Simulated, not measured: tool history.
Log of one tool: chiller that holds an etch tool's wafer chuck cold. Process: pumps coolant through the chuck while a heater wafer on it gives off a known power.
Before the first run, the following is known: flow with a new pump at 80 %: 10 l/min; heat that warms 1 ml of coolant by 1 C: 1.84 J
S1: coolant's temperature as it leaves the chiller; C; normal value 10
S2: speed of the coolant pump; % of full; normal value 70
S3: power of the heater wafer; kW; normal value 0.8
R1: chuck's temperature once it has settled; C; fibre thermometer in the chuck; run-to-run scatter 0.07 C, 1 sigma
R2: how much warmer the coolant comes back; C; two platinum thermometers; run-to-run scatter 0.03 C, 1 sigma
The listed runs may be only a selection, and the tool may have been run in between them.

run	day	S1	S2	S3	R1	R2
1	0	10	70	0.8	16.49	2.98
2	0.65	10	70	0.8	16.4	3.01
3	1.662	10	70	0.8	16.42	3.01
4	2.95	10	70	0.8	16.44	2.96
5	4.446	10	70	0.8	16.41	2.94
6	5.888	10	70	0.8	16.54	2.96
7	6.671	10	70	0.8	16.39	3.01
8	8.192	10	70	0.8	16.42	2.98
9	9.554	10	70	0.8	16.59	3.02
10	11.033	10	70	0.8	16.43	3.02
11	12.542	10	75	0.8	16.12	2.81
12	13.525	10	75	0.8	16.11	2.8
13	15.075	10	75	0.8	16.13	2.84
14	16.058	10	75	0.8	16.16	2.81
15	17.025	10	67	0.984	18.22	3.83
16	18.438	0	67	0.861	6.96	3.35
17	19.742	20	60	0.411	23.7	1.78
18	21.138	20	83	0.957	26.75	2.99
19	22.083	20	83	0.957	26.81	3.03
20	22.758	18	90	0.597	22.1	1.74
21	23.788	2	61	0.603	7.3	2.63
22	25	2	61	0.603	7.31	2.63
23	26.35	2	72	0.475	5.77	1.75

Branching from run 23: 3 alternative next runs. What would each branch give?
A	27.717	15	77	0.963	?	?
B	27.717	9	65	0.475	?	?
C	27.717	14	70	0.584	?	?

run	R1	R2
A	22.23	3.22
B	13.05	1.93
C	18.72	2.19
Stripped of hidden state, with their random variation kept, the same runs would have yielded:
run	R1	R2
A	22.22	3.22
B	13.04	1.93
C	18.71	2.19

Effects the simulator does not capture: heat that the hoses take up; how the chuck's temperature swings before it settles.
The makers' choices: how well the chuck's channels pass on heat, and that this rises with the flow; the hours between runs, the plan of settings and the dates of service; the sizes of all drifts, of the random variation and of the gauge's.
